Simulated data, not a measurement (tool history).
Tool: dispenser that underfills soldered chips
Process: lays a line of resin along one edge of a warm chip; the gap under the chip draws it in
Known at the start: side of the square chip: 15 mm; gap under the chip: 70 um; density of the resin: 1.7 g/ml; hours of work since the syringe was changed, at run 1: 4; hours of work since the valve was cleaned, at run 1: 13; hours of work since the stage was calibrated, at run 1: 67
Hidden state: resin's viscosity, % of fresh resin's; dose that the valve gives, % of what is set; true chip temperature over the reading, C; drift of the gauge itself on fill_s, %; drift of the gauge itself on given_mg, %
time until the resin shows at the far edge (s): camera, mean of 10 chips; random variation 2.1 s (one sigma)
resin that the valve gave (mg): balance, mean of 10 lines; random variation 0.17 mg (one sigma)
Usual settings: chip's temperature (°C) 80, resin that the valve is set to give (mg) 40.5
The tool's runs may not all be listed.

run,hour,chip's temperature (°C),resin that the valve is set to give (mg),hours of work since the syringe was changed,hours of work since the valve was cleaned,hours of work since the stage was calibrated,time until the resin shows at the far edge (s),resin that the valve gave (mg)
1,0,80,40.5,4,13,67,282,39.85
# hour 2.6: new syringe of resin
2,8.7,80,38.4,4,18,73,294.8,38.1
# hour 10.5: new syringe of resin
3,18,80,38.4,5,24,79,321.2,37.68
# hour 19.1: new syringe of resin
4,25.7,80,38.4,4,29,84,303.4,37.55
# hour 27.1: new syringe of resin
5,32.2,80,38.4,3,33,88,279,37.45
# hour 35.6: new syringe of resin
6,41.2,80,37.8,4,39,94,280.9,36.6
# hour 43.8: new syringe of resin
7,50.5,80,40.5,4,45,100,298.7,38.94
# hour 51.9: new syringe of resin
8,56.6,80,50.8,3,49,104,264.5,49.04
# hour 60: new syringe of resin
9,63.2,80,50.8,2,53,108,234.1,49.01
# hour 68.5: new syringe of resin
10,68.5,68,40.5,0,56,111,306.1,38.95
11,72.3,68,40.5,3,59,114,387.2,39.01
# hour 76.3: new syringe of resin
12,79.6,80,40.5,2,64,118,247.8,38.73
# hour 84.5: new syringe of resin
13,86.7,80,40.5,1,68,123,238.1,38.33
# hour 92.9: new syringe of resin
14,95.8,80,40.5,2,74,129,237,38.3
# hour 99.3: dispensing valve cleaned and set on the balance
# hour 101.7: new syringe of resin
15,105,80,40.5,2,4,134,242.2,40.38
# hour 109.9: new syringe of resin
16,110.7,80,40.5,0,7,138,209.2,40.3
# hour 118.1: new syringe of resin
17,118.1,77,40.5,0,12,142,222,39.91
18,122.8,77,40.5,3,15,146,287.7,39.89
# hour 126.2: new syringe of resin
19,129.2,70,36.6,2,19,150,332.8,35.87
# hour 134.2: new syringe of resin
20,136.9,70,36.6,2,24,155,332.5,35.92
# hour 142.1: new syringe of resin
21,146.6,70,36.6,3,30,161,370.3,35.96
# hour 150: new syringe of resin
22,151.9,70,36.6,1,34,164,323.5,35.74
# hour 158.1: new syringe of resin
23,159.3,68,49.5,1,38,169,316.8,48.18
24,163.1,72,46.3,3,41,171,343.8,45.25
# hour 166.1: new syringe of resin
25,170.8,89,37.9,3,46,176,197.4,36.99
# hour 174.6: new syringe of resin
26,177.4,83,43,2,50,181,213.4,41.29
27,182,74,40.2,5,53,184,367.6,38.67
# hour 183: new syringe of resin
28,187.3,72,48.3,3,56,187,331.8,46.32
# hour 191.1: new syringe of resin
29,196,72,48.3,3,62,193,335.8,46.47
# hour 198.9: new syringe of resin
30,205.5,72,48.3,4,68,199,371.5,46.34
# hour 207.1: new syringe of resin
31,214.1,94,51.2,5,74,204,181.9,48.53
# hour 215.2: new syringe of resin
# hour 218.9: dispensing valve cleaned and set on the balance
32,220.7,76,40.5,3,1,208,289.7,40.51
# hour 224.8: new syringe of resin
33,230.1,69,50.4,4,7,214,376.1,50.25
# hour 232.7: new syringe of resin
34,235.1,93,39.2,2,10,217,151.3,38.86
# hour 241.2: new syringe of resin
35,244.1,95,46.3,2,16,223,143,45.96
# hour 249.7: new syringe of resin
36,251.2,71,51.4,1,21,227,282.6,50.45

3 ways to go on from here, each from the tool as it stands after run 36. What would each give?
A,255,76,38.7,4,23,230,?,?
B,255,71,42,4,23,230,?,?
C,255,93,49.7,4,23,230,?,?

run,time until the resin shows at the far edge (s),resin that the valve gave (mg)
A,313.3,38.37
B,361.7,41.34
C,178,49.15
Without the tool's hidden state the same runs would have given:
run,time until the resin shows at the far edge (s),resin that the valve gave (mg)
A,241.3,38.98
B,279.1,42
C,136.9,49.94
